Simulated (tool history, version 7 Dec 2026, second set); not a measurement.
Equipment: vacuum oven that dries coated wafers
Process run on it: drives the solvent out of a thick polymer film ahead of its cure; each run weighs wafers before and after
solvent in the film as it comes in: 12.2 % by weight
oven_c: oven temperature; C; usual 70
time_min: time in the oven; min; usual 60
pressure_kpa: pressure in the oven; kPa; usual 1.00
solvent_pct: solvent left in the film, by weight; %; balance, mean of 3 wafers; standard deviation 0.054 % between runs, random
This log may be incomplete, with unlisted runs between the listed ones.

run 1 hour=0.0 | oven_c=70 time_min=60 pressure_kpa=1.00 | solvent_pct=3.84
run 2 hour=61.3 | oven_c=70 time_min=60 pressure_kpa=1.00 | solvent_pct=3.79
run 3 hour=103.3 | oven_c=70 time_min=60 pressure_kpa=1.00 | solvent_pct=3.92
run 4 hour=143.0 | oven_c=70 time_min=60 pressure_kpa=1.82 | solvent_pct=4.48
run 5 hour=217.5 | oven_c=70 time_min=60 pressure_kpa=1.82 | solvent_pct=4.49
run 6 hour=249.5 | oven_c=70 time_min=60 pressure_kpa=1.82 | solvent_pct=4.53
run 7 hour=299.8 | oven_c=70 time_min=36 pressure_kpa=1.82 | solvent_pct=5.94
run 8 hour=339.9 | oven_c=70 time_min=102 pressure_kpa=1.00 | solvent_pct=2.37
run 9 hour=372.0 | oven_c=70 time_min=60 pressure_kpa=0.62 | solvent_pct=3.65
run 10 hour=412.6 | oven_c=70 time_min=60 pressure_kpa=0.62 | solvent_pct=3.58
run 11 hour=485.8 | oven_c=70 time_min=60 pressure_kpa=0.60 | solvent_pct=3.56
run 12 hour=521.7 | oven_c=70 time_min=60 pressure_kpa=0.60 | solvent_pct=3.58
run 13 hour=585.7 | oven_c=70 time_min=42 pressure_kpa=1.00 | solvent_pct=4.99
run 14 hour=653.0 | oven_c=70 time_min=42 pressure_kpa=0.64 | solvent_pct=4.95
run 15 hour=687.9 | oven_c=70 time_min=42 pressure_kpa=1.32 | solvent_pct=5.39
run 16 hour=728.0 | oven_c=70 time_min=60 pressure_kpa=1.59 | solvent_pct=4.46
-- hour=772.7 oven's thermocouples calibrated
run 17 hour=802.0 | oven_c=69 time_min=60 pressure_kpa=1.00 | solvent_pct=3.78
run 18 hour=841.7 | oven_c=58 time_min=60 pressure_kpa=1.00 | solvent_pct=5.78
run 19 hour=897.6 | oven_c=70 time_min=60 pressure_kpa=1.00 | solvent_pct=3.57
run 20 hour=953.1 | oven_c=70 time_min=60 pressure_kpa=3.51 | solvent_pct=5.49
run 21 hour=1019.7 | oven_c=70 time_min=60 pressure_kpa=1.00 | solvent_pct=3.64
run 22 hour=1067.0 | oven_c=70 time_min=60 pressure_kpa=1.00 | solvent_pct=3.60
run 23 hour=1143.0 | oven_c=70 time_min=60 pressure_kpa=1.00 | solvent_pct=3.76
run 24 hour=1198.0 | oven_c=70 time_min=43 pressure_kpa=1.48 | solvent_pct=5.06
run 25 hour=1263.8 | oven_c=60 time_min=43 pressure_kpa=0.99 | solvent_pct=6.54
run 26 hour=1338.3 | oven_c=81 time_min=61 pressure_kpa=1.56 | solvent_pct=2.23
run 27 hour=1399.3 | oven_c=78 time_min=38 pressure_kpa=1.91 | solvent_pct=4.34
run 28 hour=1470.7 | oven_c=74 time_min=38 pressure_kpa=0.82 | solvent_pct=4.44
run 29 hour=1533.7 | oven_c=74 time_min=38 pressure_kpa=0.82 | solvent_pct=4.48
run 30 hour=1600.5 | oven_c=74 time_min=38 pressure_kpa=0.82 | solvent_pct=4.50
run 31 hour=1656.8 | oven_c=74 time_min=38 pressure_kpa=0.82 | solvent_pct=4.54
run 32 hour=1721.1 | oven_c=74 time_min=38 pressure_kpa=1.42 | solvent_pct=4.70
run 33 hour=1753.9 | oven_c=70 time_min=54 pressure_kpa=0.65 | solvent_pct=3.92
run 34 hour=1815.3 | oven_c=62 time_min=75 pressure_kpa=1.00 | solvent_pct=4.77
run 35 hour=1846.9 | oven_c=78 time_min=75 pressure_kpa=1.00 | solvent_pct=1.93
run 36 hour=1907.2 | oven_c=70 time_min=60 pressure_kpa=1.61 | solvent_pct=4.38
run 37 hour=1965.5 | oven_c=76 time_min=34 pressure_kpa=2.90 | solvent_pct=5.61
run 38 hour=2025.9 | oven_c=77 time_min=43 pressure_kpa=1.00 | solvent_pct=3.80
run 39 hour=2086.5 | oven_c=70 time_min=32 pressure_kpa=0.99 | solvent_pct=5.88
run 40 hour=2127.1 | oven_c=70 time_min=37 pressure_kpa=0.62 | solvent_pct=5.25
run 41 hour=2158.9 | oven_c=71 time_min=60 pressure_kpa=0.99 | solvent_pct=3.83
run 42 hour=2202.9 | oven_c=71 time_min=60 pressure_kpa=0.99 | solvent_pct=3.79
run 43 hour=2261.2 | oven_c=55 time_min=46 pressure_kpa=3.44 | solvent_pct=9.73
run 44 hour=2315.7 | oven_c=70 time_min=36 pressure_kpa=2.40 | solvent_pct=6.53
run 45 hour=2364.4 | oven_c=70 time_min=36 pressure_kpa=2.40 | solvent_pct=6.45
run 46 hour=2412.6 | oven_c=80 time_min=72 pressure_kpa=0.63 | solvent_pct=1.79

Here are 5 independent what-if runs from the current tool condition. What would each one return?
run A hour=2452.4 | oven_c=55 time_min=60 pressure_kpa=1.37 | solvent_pct=?
run B hour=2452.4 | oven_c=70 time_min=60 pressure_kpa=2.24 | solvent_pct=?
run C hour=2452.4 | oven_c=60 time_min=60 pressure_kpa=1.21 | solvent_pct=?
run D hour=2452.4 | oven_c=77 time_min=60 pressure_kpa=1.00 | solvent_pct=?
run E hour=2452.4 | oven_c=70 time_min=64 pressure_kpa=1.00 | solvent_pct=?

run=A solvent_pct=7.30
run=B solvent_pct=5.05
run=C solvent_pct=6.10
run=D solvent_pct=2.81
run=E solvent_pct=3.83
Take away the tool's hidden state, keep each run's random variation, and the runs would have read:
run=A solvent_pct=6.58
run=B solvent_pct=4.48
run=C solvent_pct=5.44
run=D solvent_pct=2.35
run=E solvent_pct=3.29
